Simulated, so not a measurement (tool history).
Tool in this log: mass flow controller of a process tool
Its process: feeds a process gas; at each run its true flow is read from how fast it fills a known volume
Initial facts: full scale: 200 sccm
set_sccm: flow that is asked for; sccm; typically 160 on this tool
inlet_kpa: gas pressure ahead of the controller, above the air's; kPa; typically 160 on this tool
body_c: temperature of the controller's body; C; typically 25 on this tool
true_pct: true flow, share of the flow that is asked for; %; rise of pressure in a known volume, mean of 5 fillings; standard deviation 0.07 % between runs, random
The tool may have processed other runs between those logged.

| run | hour | set_sccm | inlet_kpa | body_c | true_pct |
|---|---|---|---|---|---|
| 1 | 0 | 160 | 160 | 25 | 99.01 |
| 2 | 77.1 | 160 | 160 | 28 | 99.16 |
| 3 | 119.9 | 35 | 160 | 25 | 96.33 |
| 4 | 193.5 | 35 | 160 | 25 | 96.3 |
| 5 | 234.5 | 35 | 160 | 25 | 96.35 |
| 6 | 273.1 | 160 | 160 | 25 | 99.12 |
| 7 | 318.4 | 160 | 160 | 25 | 99 |
| 8 | 385.9 | 160 | 160 | 25 | 99.07 |
| 9 | 443.6 | 160 | 160 | 25 | 99.02 |
| 10 | 484.8 | 46 | 160 | 25 | 96.78 |
| 11 | 561.5 | 160 | 160 | 31 | 99.59 |
| 12 | 628.5 | 160 | 160 | 31 | 99.47 |
| 13 | 676.1 | 160 | 160 | 31 | 99.53 |
| 14 | 735.3 | 160 | 160 | 31 | 99.37 |
| 15 | 791.5 | 160 | 160 | 31 | 99.48 |
| 16 | 869 | 160 | 160 | 25 | 99.05 |
| 17 | 934.8 | 160 | 160 | 25 | 99.18 |
| 18 | 972.3 | 160 | 160 | 25 | 99.1 |
| 19 | 1045.1 | 160 | 160 | 26 | 99.25 |
| 20 | 1100.3 | 160 | 160 | 26 | 99.18 |
| 21 | 1184.2 | 160 | 160 | 25 | 99.12 |
| 22 | 1225 | 190 | 160 | 25 | 99.61 |
| 23 | 1306.8 | 160 | 160 | 25 | 99.11 |
| 24 | 1382.9 | 160 | 160 | 25 | 99.19 |
| 25 | 1431.7 | 160 | 160 | 25 | 99.13 |
| 26 | 1501.3 | 160 | 210 | 21 | 99.33 |
| 27 | 1542.2 | 160 | 210 | 21 | 99.25 |
| 28 | 1625.1 | 44 | 143 | 25 | 96.27 |
| 29 | 1690.9 | 32 | 166 | 22 | 95.59 |
| 30 | 1730.3 | 160 | 276 | 26 | 100.24 |
| 31 | 1795.5 | 160 | 164 | 30 | 99.5 |
| 32 | 1852.6 | 160 | 267 | 31 | 100.26 |
| 33 | 1892 | 93 | 215 | 25 | 98.18 |
| 34 | 1937.7 | 93 | 215 | 25 | 98.29 |
| 35 | 1998.1 | 93 | 145 | 22 | 97.54 |
| 36 | 2052.9 | 23 | 274 | 31 | 95.75 |
| 37 | 2117.8 | 154 | 170 | 39 | 100.18 |
| 38 | 2179.2 | 154 | 170 | 39 | 100.04 |
| 39 | 2229.7 | 25 | 170 | 22 | 94.62 |
| 40 | 2292.6 | 144 | 199 | 20 | 98.99 |
| 41 | 2333.9 | 115 | 160 | 38 | 99.26 |
| 42 | 2400.5 | 160 | 156 | 25 | 99.27 |
| 43 | 2465.8 | 58 | 266 | 32 | 98.08 |
| 44 | 2507.9 | 58 | 266 | 32 | 98.19 |
| 45 | 2586.3 | 177 | 244 | 31 | 100.75 |
| 46 | 2630.8 | 32 | 189 | 25 | 95.52 |
| 47 | 2695.8 | 49 | 273 | 23 | 97.19 |
| 48 | 2730.4 | 49 | 273 | 23 | 97.21 |
| 49 | 2806.5 | 160 | 207 | 20 | 99.34 |

Hidden state or all else? Some run-to-run changes of true_pct, split into what the settings, what came in and random variation would give without the hidden state, and what is left for the hidden state (with any gauge scatter that isn't in both results):
Hidden state at play: flow at rest that the sensor doesn't see, % of full scale; true flow over the shown one, %; drift of the gauge itself on true_pct, %.
Run 29 -> 30: set_sccm 32 -> 160, inlet_kpa 166 -> 276, body_c 22 -> 26. true_pct +4.65 %: hidden state +1.53, all else +3.12.
Run 36 -> 37: set_sccm 23 -> 154, inlet_kpa 274 -> 170, body_c 31 -> 39. true_pct +4.43 %: hidden state +2.52, all else +1.91.
Run 38 -> 39: set_sccm 154 -> 25, body_c 39 -> 22. true_pct -5.42 %: hidden state -2.35, all else -3.07.
Run 39 -> 40: set_sccm 25 -> 144, inlet_kpa 170 -> 199, body_c 22 -> 20. true_pct +4.37 %: hidden state +2.34, all else +2.03.
Run 45 -> 46: set_sccm 177 -> 32, inlet_kpa 244 -> 189, body_c 31 -> 25. true_pct -5.23 %: hidden state -2, all else -3.23.

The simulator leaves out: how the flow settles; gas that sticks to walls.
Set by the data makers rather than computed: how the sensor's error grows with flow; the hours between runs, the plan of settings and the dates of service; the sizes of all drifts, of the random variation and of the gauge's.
